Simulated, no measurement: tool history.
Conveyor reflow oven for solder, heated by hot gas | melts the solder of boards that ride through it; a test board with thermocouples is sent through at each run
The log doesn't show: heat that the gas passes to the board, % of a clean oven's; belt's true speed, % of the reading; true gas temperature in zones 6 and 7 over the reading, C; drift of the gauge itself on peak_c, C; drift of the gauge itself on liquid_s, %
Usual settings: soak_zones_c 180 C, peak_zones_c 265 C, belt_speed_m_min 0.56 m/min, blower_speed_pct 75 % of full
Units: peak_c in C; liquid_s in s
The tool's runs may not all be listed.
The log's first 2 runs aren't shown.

| run | hour | soak_zones_c | peak_zones_c | belt_speed_m_min | blower_speed_pct | hours of work since the flux was cleaned out | hours of work since the belt drive was overhauled | hours of work since the thermocouples were changed | peak_c | liquid_s |
|---|---|---|---|---|---|---|---|---|---|---|
| 3 | 58.8 | 182 | 265 | 0.56 | 75 | 60 | 348 | 508 | 254.3 | 71.3 |
| 4 | 81.4 | 174 | 265 | 0.56 | 75 | 70 | 358 | 518 | 253.4 | 66.3 |
| 5 | 99.6 | 174 | 265 | 0.56 | 75 | 79 | 367 | 527 | 252.9 | 66.2 |
| 6 | 134.4 | 180 | 276 | 0.56 | 75 | 95 | 383 | 543 | 263.7 | 75.5 |
| 7 | 155.3 | 180 | 276 | 0.56 | 75 | 104 | 392 | 552 | 263.7 | 74.4 |
| 8 | 173.4 | 176 | 276 | 0.56 | 75 | 113 | 400 | 561 | 263.2 | 73.1 |
| 9 | 206.3 | 176 | 276 | 0.56 | 75 | 128 | 416 | 576 | 262.8 | 72.9 |
|  | 228.4 | thermocouples of zones 6 and 7 changed |
| 10 | 234.5 | 176 | 276 | 0.56 | 75 | 140 | 428 | 3 | 260.8 | 72.4 |
| 11 | 264.9 | 176 | 254 | 0.56 | 75 | 154 | 442 | 17 | 241.9 | 56.8 |
| 12 | 293.3 | 176 | 254 | 0.56 | 75 | 167 | 455 | 30 | 241.9 | 56.6 |
|  | 300.2 | flux residue cleaned out of gas plates and filters |
| 13 | 328.4 | 176 | 254 | 0.56 | 75 | 13 | 468 | 44 | 241.8 | 56.3 |
| 14 | 360.7 | 176 | 254 | 0.56 | 75 | 28 | 483 | 58 | 241.4 | 56.4 |
| 15 | 390.2 | 180 | 259 | 0.56 | 75 | 41 | 497 | 72 | 246.6 | 63.6 |
| 16 | 426.5 | 180 | 265 | 0.56 | 83 | 58 | 514 | 89 | 252.9 | 68.6 |
| 17 | 449.3 | 173 | 271 | 0.544 | 57 | 69 | 524 | 99 | 252.4 | 66.2 |
| 18 | 478.6 | 175 | 276 | 0.608 | 72 | 82 | 538 | 113 | 257 | 62.7 |
|  | 506.7 | flux residue cleaned out of gas plates and filters, once more |
| 19 | 509.2 | 181 | 275 | 0.56 | 75 | 1 | 549 | 124 | 262.4 | 74.3 |
| 20 | 525.5 | 180 | 265 | 0.539 | 51 | 9 | 557 | 132 | 249 | 67.3 |
| 21 | 555.1 | 195 | 271 | 0.616 | 75 | 22 | 570 | 146 | 258.2 | 71.7 |
| 22 | 573.3 | 180 | 265 | 0.52 | 75 | 31 | 579 | 154 | 255 | 76.5 |
| 23 | 606.3 | 171 | 265 | 0.52 | 75 | 46 | 594 | 169 | 253.9 | 71.6 |
| 24 | 624 | 182 | 265 | 0.515 | 89 | 54 | 602 | 177 | 257.3 | 80.8 |

Forecast run 25:
| 25 | 648.7 | 182 | 265 | 0.487 | 86 | 65 | 613 | 189 | ? | ? |

Run 25 gave peak_c 258 C, liquid_s 85.8 s.
Without the tool's hidden state the same run would have given peak_c 257.6 C, liquid_s 84.2 s.
